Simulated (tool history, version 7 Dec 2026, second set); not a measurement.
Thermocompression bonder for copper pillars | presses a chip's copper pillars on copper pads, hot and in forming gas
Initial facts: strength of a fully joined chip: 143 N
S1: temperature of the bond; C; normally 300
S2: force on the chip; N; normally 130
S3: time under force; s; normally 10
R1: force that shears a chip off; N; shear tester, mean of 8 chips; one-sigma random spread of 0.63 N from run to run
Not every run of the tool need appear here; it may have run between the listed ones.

| run | hour | S1 | S2 | S3 | R1 |
|---|---|---|---|---|---|
| 1 | 0 | 300 | 130 | 10 | 77.3 |
|  | 12.5 | forming gas filter changed |
| 2 | 55.7 | 300 | 130 | 10 | 81.3 |
| 3 | 101.5 | 300 | 130 | 10 | 80.6 |
| 4 | 151.6 | 300 | 99 | 10 | 70.6 |
| 5 | 230.7 | 300 | 130 | 10 | 79 |
| 6 | 277.2 | 300 | 130 | 10 | 78.1 |
| 7 | 317.6 | 300 | 130 | 10 | 76 |
|  | 358.1 | forming gas filter changed |
|  | 398.2 | heater calibrated with a thermocouple chip |
| 8 | 398.2 | 300 | 130 | 10 | 88.8 |
| 9 | 462.4 | 270 | 111 | 24 | 84.5 |
| 10 | 545.2 | 270 | 111 | 24 | 83 |
|  | 609.7 | force cell calibrated |
| 11 | 609.7 | 270 | 111 | 24 | 85.5 |
| 12 | 669.3 | 325 | 189 | 6 | 101 |
|  | 708 | forming gas filter changed |
| 13 | 738.5 | 325 | 189 | 6 | 104.6 |

Predict the results of run 14:
| 14 | 803 | 325 | 189 | 6 | ? |

{"run 14": {"R1": 104.2}}
Without the tool's hidden state the same run would have given R1 106.4 N.
